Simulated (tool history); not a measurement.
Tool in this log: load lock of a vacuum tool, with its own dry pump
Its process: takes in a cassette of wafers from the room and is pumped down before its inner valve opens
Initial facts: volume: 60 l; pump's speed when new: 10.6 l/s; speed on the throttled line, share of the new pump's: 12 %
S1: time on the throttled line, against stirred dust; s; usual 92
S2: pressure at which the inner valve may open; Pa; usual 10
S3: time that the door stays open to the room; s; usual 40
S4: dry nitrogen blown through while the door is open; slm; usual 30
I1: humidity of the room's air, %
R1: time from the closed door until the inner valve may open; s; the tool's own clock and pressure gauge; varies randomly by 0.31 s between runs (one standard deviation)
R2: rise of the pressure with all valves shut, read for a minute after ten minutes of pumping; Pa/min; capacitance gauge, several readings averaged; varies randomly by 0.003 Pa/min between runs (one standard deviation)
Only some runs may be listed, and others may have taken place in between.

run 1 hour=0.0 | S1=92 S2=10 S3=40 S4=30 | I1=46.7 | R1=137.0 R2=0.228
run 2 hour=357.1 | S1=92 S2=10 S3=40 S4=30 | I1=45.8 | R1=137.0 R2=0.247
run 3 hour=559.6 | S1=92 S2=10 S3=40 S4=30 | I1=45.1 | R1=137.2 R2=0.254
run 4 hour=732.3 | S1=92 S2=10 S3=40 S4=30 | I1=45.5 | R1=137.0 R2=0.258
run 5 hour=1064.3 | S1=92 S2=10 S3=40 S4=30 | I1=44.3 | R1=137.1 R2=0.268
run 6 hour=1291.5 | S1=92 S2=10 S3=40 S4=30 | I1=42.8 | R1=138.0 R2=0.286
run 7 hour=1591.9 | S1=92 S2=10 S3=48 S4=30 | I1=43.3 | R1=137.5 R2=0.297
run 8 hour=1930.7 | S1=92 S2=10 S3=48 S4=30 | I1=46.0 | R1=137.9 R2=0.308
run 9 hour=2177.9 | S1=92 S2=10 S3=48 S4=30 | I1=47.9 | R1=137.7 R2=0.316
run 10 hour=2400.6 | S1=92 S2=10 S3=48 S4=30 | I1=44.9 | R1=138.6 R2=0.331
run 11 hour=2680.8 | S1=92 S2=10 S3=48 S4=30 | I1=45.2 | R1=137.7 R2=0.348
run 12 hour=2990.4 | S1=92 S2=10 S3=40 S4=30 | I1=46.0 | R1=138.2 R2=0.358
run 13 hour=3347.4 | S1=92 S2=10 S3=40 S4=30 | I1=46.8 | R1=138.7 R2=0.381
run 14 hour=3642.7 | S1=92 S2=10 S3=40 S4=30 | I1=45.8 | R1=138.5 R2=0.384
run 15 hour=3814.2 | S1=92 S2=10 S3=40 S4=30 | I1=41.9 | R1=138.6 R2=0.397
run 16 hour=4092.3 | S1=92 S2=10 S3=40 S4=30 | I1=45.5 | R1=138.6 R2=0.403
run 17 hour=4353.7 | S1=92 S2=10 S3=40 S4=30 | I1=44.7 | R1=138.0 R2=0.422
run 18 hour=4682.7 | S1=81 S2=10 S3=40 S4=30 | I1=47.5 | R1=129.2 R2=0.441
run 19 hour=4918.2 | S1=81 S2=10 S3=40 S4=30 | I1=45.4 | R1=129.2 R2=0.456
run 20 hour=5183.8 | S1=81 S2=10 S3=40 S4=30 | I1=41.9 | R1=129.3 R2=0.463
run 21 hour=5534.0 | S1=92 S2=10 S3=81 S4=30 | I1=43.4 | R1=139.0 R2=0.486
run 22 hour=5801.1 | S1=92 S2=10 S3=30 S4=5 | I1=47.4 | R1=139.2 R2=0.504
run 23 hour=5970.4 | S1=92 S2=10 S3=30 S4=5 | I1=47.0 | R1=139.1 R2=0.526
run 24 hour=6217.2 | S1=92 S2=10 S3=30 S4=5 | I1=48.8 | R1=138.5 R2=0.541
-- hour=6415.1 door's seal changed, seat wiped
run 25 hour=6505.8 | S1=92 S2=10 S3=30 S4=5 | I1=49.3 | R1=139.3 R2=0.023
run 26 hour=6752.2 | S1=92 S2=10 S3=30 S4=5 | I1=47.3 | R1=139.2 R2=0.023
-- hour=6848.9 dry pump taken out, an overhauled one fitted
run 27 hour=6928.7 | S1=126 S2=10 S3=45 S4=30 | I1=46.1 | R1=163.7 R2=0.016
run 28 hour=7126.7 | S1=92 S2=10 S3=36 S4=12 | I1=45.3 | R1=133.4 R2=0.029
run 29 hour=7511.9 | S1=92 S2=10 S3=36 S4=12 | I1=43.3 | R1=133.9 R2=0.029
run 30 hour=7869.4 | S1=157 S2=10 S3=36 S4=7 | I1=45.3 | R1=191.7 R2=0.037
run 31 hour=8134.9 | S1=50 S2=10 S3=113 S4=15 | I1=45.7 | R1=97.1 R2=0.059
run 32 hour=8306.3 | S1=50 S2=10 S3=113 S4=15 | I1=44.5 | R1=97.3 R2=0.062
run 33 hour=8549.5 | S1=62 S2=10 S3=40 S4=23 | I1=42.9 | R1=107.7 R2=0.041
run 34 hour=8734.9 | S1=96 S2=10 S3=40 S4=30 | I1=46.1 | R1=138.1 R2=0.051
run 35 hour=9050.4 | S1=70 S2=10 S3=233 S4=30 | I1=45.0 | R1=114.9 R2=0.073
run 36 hour=9388.2 | S1=92 S2=10 S3=64 S4=5 | I1=42.2 | R1=134.6 R2=0.072
run 37 hour=9738.6 | S1=92 S2=10 S3=64 S4=5 | I1=42.2 | R1=134.6 R2=0.083

Here are 3 independent what-if runs from the current tool condition. What would each one return?
run A hour=9939.7 | S1=92 S2=10 S3=224 S4=25 | I1=45.6 | R1=? R2=?
run B hour=9939.7 | S1=93 S2=13 S3=64 S4=5 | I1=44.5 | R1=? R2=?
run C hour=9939.7 | S1=92 S2=9 S3=33 S4=39 | I1=45.8 | R1=? R2=?

run=A R1=134.6 R2=0.103
run=B R1=133.7 R2=0.086
run=C R1=135.4 R2=0.070
The same runs, with their run-to-run variation unchanged, on a tool lacking any hidden condition would have given:
run=A R1=134.0 R2=0.046
run=B R1=133.1 R2=0.029
run=C R1=134.8 R2=0.012
